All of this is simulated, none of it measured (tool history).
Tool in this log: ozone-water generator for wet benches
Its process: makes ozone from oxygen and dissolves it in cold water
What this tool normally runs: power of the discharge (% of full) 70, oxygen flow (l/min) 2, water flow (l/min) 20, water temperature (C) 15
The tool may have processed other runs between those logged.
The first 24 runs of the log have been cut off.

run	hour	power of the discharge (% of full)	oxygen flow (l/min)	water flow (l/min)	water temperature (C)	hours of work since the electrodes were changed	hours of work since the contactor was cleaned	hours of work since the thermometer was calibrated	dissolved ozone (ppm)	ozone in the gas ahead of the water (g/m3)
25	527.2	53	1.55	31	19	526	1731	2083	4	191.7
26	547.4	50	1.55	31	13	542	1747	2098	3.9	179.3
27	570.5	80	1.55	19	13	559	1764	2116	10.3	263.3
28	587.8	80	1.55	19	20	572	1777	2129	9.6	259.3
29	603.7	80	1.55	19	20	584	1789	2141	9.9	261.6
30	621.8	87	1.07	14	14	598	1803	2155	14.8	343.9
31	638.5	79	2	13	17	611	1816	2167	15.7	219.9
32	668.7	70	1.06	22	20	634	1838	2190	6.8	297.6

Branching from run 32: 3 alternative next runs. What would each branch give?
A	696.6	59	1.06	21	21	655	1860	2211	?	?
B	696.6	70	2	20	11	655	1860	2211	?	?
C	696.6	86	3.22	22	20	655	1860	2211	?	?

run	dissolved ozone (ppm)	ozone in the gas ahead of the water (g/m3)
A	6.4	257.9
B	9.4	198.4
C	9.6	173.2
Without the tool's unlogged condition, the same runs would have read:
run	dissolved ozone (ppm)	ozone in the gas ahead of the water (g/m3)
A	7	266.4
B	10.4	206
C	10.8	180.9

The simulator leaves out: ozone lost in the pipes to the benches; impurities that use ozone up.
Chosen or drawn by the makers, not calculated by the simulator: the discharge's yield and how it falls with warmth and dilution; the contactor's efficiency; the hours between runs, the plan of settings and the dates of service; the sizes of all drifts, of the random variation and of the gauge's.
